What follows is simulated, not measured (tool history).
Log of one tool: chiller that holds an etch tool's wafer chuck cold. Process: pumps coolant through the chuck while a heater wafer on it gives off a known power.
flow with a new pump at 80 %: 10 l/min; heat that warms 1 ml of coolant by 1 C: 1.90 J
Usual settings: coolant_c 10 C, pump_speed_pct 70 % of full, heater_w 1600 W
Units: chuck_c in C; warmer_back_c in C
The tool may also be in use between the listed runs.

run     day  coolant_c  pump_speed_pct  heater_w  chuck_c  warmer_back_c
  1   0.000         10              70      1600     31.1           6.00
  2   1.600         10              70      2299     40.2           8.63
  3   3.275         10              70      2299     40.2           8.67
  4   4.604         10              70      2299     40.2           8.51
  5   6.304         10              70      2299     40.2           8.63
  6   7.196         13              70      1600     34.1           6.03
  7   8.858          7              70      1600     28.3           6.00
  8   9.992          7              70      1600     28.3           6.01
  9  12.004          7              70      1600     28.4           5.98
 10  12.846         10              70      1600     31.3           6.03
 11  14.046         10              70      1600     31.5           6.02
 12  15.317         10              83      1600     28.3           5.04
 13  16.767         10              83      1600     28.2           5.00
 14  18.546         10              70      1127     25.2           4.25
 15  19.488         10              70      1127     25.3           4.26
 16  20.688         10              70      1796     34.0           6.78
 17  22.592          9              72      2080     36.2           7.52
 18  24.542         12              72      2103     39.4           7.69
 19  26.575         10              81      1040     22.6           3.38
 20  27.717         10              81      1040     22.5           3.36
 21  28.879         16              81      2248     42.3           7.24
     30.400  -- coolant changed, channels flushed
 22  30.621         10              68      1600     29.0           6.21
 23  31.938         10              68      1600     28.8           6.27
 24  33.350          0              98      1916     16.0           5.05
 25  35.150         10              92       864     17.9           2.42
 26  37.004         10              95      1600     23.8           4.34
 27  37.933         10              95      1600     23.9           4.35
 28  39.471         10              95      1600     23.8           4.33
 29  40.925         10              61      1426     28.9           6.31
 30  41.804         10              86      1634     25.7           4.90
 31  42.879         10              70       857     20.3           3.25

Forecast each of these 5 alternatives for the next run:
  A  44.100          8              76       857        ?              ?
  B  44.100          8              88      2164        ?              ?
  C  44.100         10              79      1211        ?              ?
  D  44.100         11              70      1228        ?              ?
  E  44.100          7              99       857        ?              ?

run  chuck_c  warmer_back_c
  A     17.4           2.95
  B     28.3           6.37
  C     22.6           4.06
  D     25.6           4.67
  E     14.3           2.19
Without the tool's hidden state the same runs would have given:
run  chuck_c  warmer_back_c
  A     16.6           2.85
  B     27.1           6.14
  C     21.7           3.91
  D     24.6           4.51
  E     13.6           2.11
